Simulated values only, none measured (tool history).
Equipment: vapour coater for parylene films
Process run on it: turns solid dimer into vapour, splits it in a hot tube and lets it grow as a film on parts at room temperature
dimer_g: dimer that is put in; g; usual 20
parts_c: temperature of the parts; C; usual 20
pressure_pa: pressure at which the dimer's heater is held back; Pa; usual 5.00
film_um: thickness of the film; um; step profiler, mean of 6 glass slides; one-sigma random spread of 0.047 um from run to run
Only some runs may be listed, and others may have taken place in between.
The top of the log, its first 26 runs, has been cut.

run     day  dimer_g  parts_c  pressure_pa  hours of work since the trap's valve was overhauled  hours of work since the table's thermometer was calibrated  film_um
 27  17.879       20       20         2.34                                                  261                                                         892     5.32
 28  18.362       20       20         2.34                                                  269                                                         900     5.33
 29  18.983       26       20         7.47                                                  278                                                         910     5.77
 30  19.612       11       20         7.11                                                  288                                                         920     2.48
 31  20.471       11       31         7.11                                                  302                                                         933     1.98
 32  21.421       28       20         2.51                                                  317                                                         948     7.25
 33  22.204       12       27         2.51                                                  329                                                         960     2.64
 34  22.708       12       27         2.51                                                  337                                                         968     2.70
 35  23.646       13       19         7.50                                                  352                                                         983     2.86
 36  24.308        9       19         5.74                                                  362                                                         993     2.09
 37  24.867       31       13         5.74                                                  371                                                        1002     8.05
 38  25.425       11       21         4.11                                                  380                                                        1011     2.54
 39  26.408       19       22         4.60                                                  395                                                        1026     4.21
 40  27.133        9       26         4.60                                                  406                                                        1038     1.83
 41  27.567       21       20         5.00                                                  413                                                        1044     4.80
 42  28.346       29       30         6.36                                                  425                                                        1057     5.20
 43  29.100       29       30         6.36                                                  437                                                        1068     5.06
     29.683  -- trap's valve overhauled
 44  30.012       20       12         5.00                                                    5                                                        1080     6.14
 45  30.417       20       16         5.44                                                   11                                                        1086     5.53
 46  30.979       13       27         5.44                                                   20                                                        1095     2.87
 47  31.917       33       27         5.44                                                   35                                                        1110     7.23
 48  32.742       33       27         5.44                                                   48                                                        1123     7.30

What if the next run were any one of these 3? Each begins from the tool's condition after run 48:
  A  33.583       20       21         2.32                                                   61                                                        1136        ?
  B  33.583       20       28         7.63                                                   61                                                        1136        ?
  C  33.583       20       21         5.00                                                   61                                                        1136        ?

run  film_um
  A     5.51
  B     4.08
  C     4.86
With the hidden condition removed and each run's random variation left untouched, the same runs would have given:
run  film_um
  A     5.71
  B     4.23
  C     5.04
